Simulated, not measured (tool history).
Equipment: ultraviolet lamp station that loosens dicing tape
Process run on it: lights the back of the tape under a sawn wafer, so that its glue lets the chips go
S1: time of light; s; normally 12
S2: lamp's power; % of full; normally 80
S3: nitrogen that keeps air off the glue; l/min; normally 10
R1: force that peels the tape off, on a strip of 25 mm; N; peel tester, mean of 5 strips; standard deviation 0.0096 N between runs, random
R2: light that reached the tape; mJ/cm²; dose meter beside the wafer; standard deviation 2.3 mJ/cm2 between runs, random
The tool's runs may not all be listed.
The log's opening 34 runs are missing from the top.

| run | hour | S1 | S2 | S3 | R1 | R2 |
|---|---|---|---|---|---|---|
| 35 | 2258.8 | 8 | 95 | 10 | 0.646 | 191 |
| 36 | 2316.3 | 8 | 95 | 10 | 0.622 | 187 |
| 37 | 2357.9 | 12 | 80 | 8 | 0.486 | 235 |
| 38 | 2395.5 | 12 | 80 | 8 | 0.479 | 235 |
| 39 | 2445.4 | 17 | 80 | 15 | 0.175 | 337 |
| 40 | 2484.2 | 17 | 80 | 15 | 0.184 | 332 |
| 41 | 2557.4 | 8 | 73 | 9 | 1.025 | 145 |
| 42 | 2645.4 | 8 | 80 | 3 | 1.547 | 155 |
| 43 | 2694.4 | 8 | 80 | 3 | 1.552 | 157 |
|  | 2744.0 | window cleaned of glue's vapour |
|  | 2764.2 | lamp changed |
| 44 | 2764.2 | 12 | 80 | 4 | 0.770 | 238 |

What if the next run were any one of these 3? Each begins from the tool's condition after run 44:
| A | 2821.1 | 9 | 75 | 15 | ? | ? |
| B | 2821.1 | 13 | 80 | 10 | ? | ? |
| C | 2821.1 | 12 | 80 | 12 | ? | ? |

| run | R1 | R2 |
|---|---|---|
| A | 0.608 | 170 |
| B | 0.341 | 254 |
| C | 0.359 | 244 |
Stripped of hidden state, with their random variation kept, the same runs would have yielded:
| run | R1 | R2 |
|---|---|---|
| A | 0.608 | 170 |
| B | 0.341 | 254 |
| C | 0.358 | 244 |

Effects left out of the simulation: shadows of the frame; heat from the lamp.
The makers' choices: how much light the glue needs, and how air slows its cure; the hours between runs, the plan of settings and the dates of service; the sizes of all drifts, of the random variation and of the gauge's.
